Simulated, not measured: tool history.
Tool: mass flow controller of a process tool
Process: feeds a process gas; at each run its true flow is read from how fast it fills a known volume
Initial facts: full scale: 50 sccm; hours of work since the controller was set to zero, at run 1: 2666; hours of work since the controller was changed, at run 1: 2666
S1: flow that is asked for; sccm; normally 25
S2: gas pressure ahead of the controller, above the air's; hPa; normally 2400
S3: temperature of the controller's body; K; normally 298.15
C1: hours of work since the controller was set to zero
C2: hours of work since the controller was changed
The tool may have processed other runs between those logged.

Run 1, day 0: usual settings; C1 2666; C2 2666. Result: true flow (%) 98.77.
Run 2, day 8.542: usual settings; C1 2814; C2 2814. Result: true flow (%) 98.58.
Run 3, day 17.954: usual settings but S3 295.15 K; C1 2977; C2 2977. Result: true flow (%) 98.36.
Run 4, day 26.65: usual settings but S3 295.15 K; C1 3128; C2 3128. Result: true flow (%) 98.49.
Run 5, day 36.462: usual settings but S3 295.15 K; C1 3298; C2 3298. Result: true flow (%) 98.35.
Run 6, day 44.117: usual settings but S3 295.15 K; C1 3430; C2 3430. Result: true flow (%) 98.39.
Run 7, day 52.842: usual settings but S2 1700 hPa, S3 295.15 K; C1 3581; C2 3581. Result: true flow (%) 98.62.
Run 8, day 61.804: usual settings but S2 2410 hPa, S3 295.15 K; C1 3737; C2 3737. Result: true flow (%) 98.32.
Run 9, day 69.85: usual settings but S1 43 sccm; C1 3876; C2 3876. Result: true flow (%) 100.76.
Run 10, day 79.075: usual settings but S1 43 sccm; C1 4036; C2 4036. Result: true flow (%) 100.8.
At day 79.604: controller's zero set anew.
Run 11, day 85.7: usual settings but S1 14 sccm, S2 1720 hPa; C1 106; C2 4150. Result: true flow (%) 93.55.
Run 12, day 93.258: usual settings but S1 14 sccm, S2 1720 hPa; C1 236; C2 4281. Result: true flow (%) 93.6.
Run 13, day 99.988: usual settings but S1 14 sccm, S2 1720 hPa; C1 353; C2 4398. Result: true flow (%) 93.66.
Run 14, day 110.046: usual settings but S1 14 sccm, S2 1720 hPa; C1 527; C2 4572. Result: true flow (%) 93.37.

Forecast each of these 5 alternatives for the next run:
Run A, day 115.958: usual settings but S1 21 sccm, S2 1720 hPa, S3 306.15 K; C1 630; C2 4674. Result: true flow (%) ?.
Run B, day 115.958: usual settings but S1 35 sccm, S2 2210 hPa; C1 630; C2 4674. Result: true flow (%) ?.
Run C, day 115.958: usual settings but S1 14 sccm, S2 1720 hPa, S3 309.15 K; C1 630; C2 4674. Result: true flow (%) ?.
Run D, day 115.958: usual settings but S1 35 sccm, S2 2170 hPa; C1 630; C2 4674. Result: true flow (%) ?.
Run E, day 115.958: usual settings but S1 21 sccm; C1 630; C2 4674. Result: true flow (%) ?.

run  true flow (%)
  A          97.19
  B          99.19
  C          94.59
  D          99.14
  E          96.22
With no hidden state in the tool, these same runs would have given:
run  true flow (%)
  A          99.18
  B          99.13
  C          99.14
  D          99.08
  E           98.2
